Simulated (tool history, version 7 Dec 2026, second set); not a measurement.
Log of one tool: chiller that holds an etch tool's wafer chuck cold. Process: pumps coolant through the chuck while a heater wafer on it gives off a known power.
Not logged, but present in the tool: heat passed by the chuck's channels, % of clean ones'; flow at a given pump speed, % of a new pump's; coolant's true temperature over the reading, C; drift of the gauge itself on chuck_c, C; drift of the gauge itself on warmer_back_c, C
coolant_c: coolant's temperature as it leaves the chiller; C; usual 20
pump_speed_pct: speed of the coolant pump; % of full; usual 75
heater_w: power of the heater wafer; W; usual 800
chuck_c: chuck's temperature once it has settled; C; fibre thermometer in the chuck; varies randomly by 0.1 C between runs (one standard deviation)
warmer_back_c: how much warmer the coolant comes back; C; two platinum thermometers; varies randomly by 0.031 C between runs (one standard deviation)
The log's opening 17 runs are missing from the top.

run,day,coolant_c,pump_speed_pct,heater_w,hours since the coolant was changed and the channels were flushed,hours since the pump was overhauled,hours since the chiller's thermometer was calibrated,chuck_c,warmer_back_c
18,25.583,14,64,1085,2931,1524,2668,26.6,4.82
# day 25.800: chiller's thermometer calibrated
19,26.996,25,75,800,2964,1557,29,33.1,3.04
20,27.917,25,81,1065,2986,1579,51,35.4,3.70
21,29.446,25,81,439,3023,1616,87,29.1,1.54
22,30.329,20,99,800,3044,1637,109,26.5,2.27
23,31.358,20,99,800,3068,1662,133,26.4,2.29
24,33.088,27,99,800,3110,1703,175,33.6,2.27
25,34.408,27,99,800,3142,1735,207,33.8,2.31
# day 35.717: chiller's thermometer calibrated, once more
26,36.092,25,99,800,3181,1774,9,31.6,2.23
27,37.708,20,71,758,3220,1813,48,28.3,3.02
28,38.975,15,71,771,3250,1844,78,23.3,3.15
29,40.762,20,75,744,3293,1887,121,27.7,2.83
30,41.892,19,76,800,3320,1914,148,27.2,3.03
31,43.433,11,91,456,3357,1951,185,15.1,1.41

Alternative continuations, all from the tool just after run 31; predict every row:
A,44.546,13,75,800,3384,1977,212,?,?
B,44.546,20,66,667,3384,1977,212,?,?
C,44.546,17,60,800,3384,1977,212,?,?
D,44.546,29,63,540,3384,1977,212,?,?
E,44.546,24,75,651,3384,1977,212,?,?

run,chuck_c,warmer_back_c
A,21.4,3.04
B,27.8,2.85
C,27.0,3.85
D,35.5,2.40
E,30.9,2.49
With no hidden state in the tool, these same runs would have given:
run,chuck_c,warmer_back_c
A,20.4,2.90
B,26.9,2.73
C,25.9,3.68
D,34.8,2.29
E,30.1,2.38
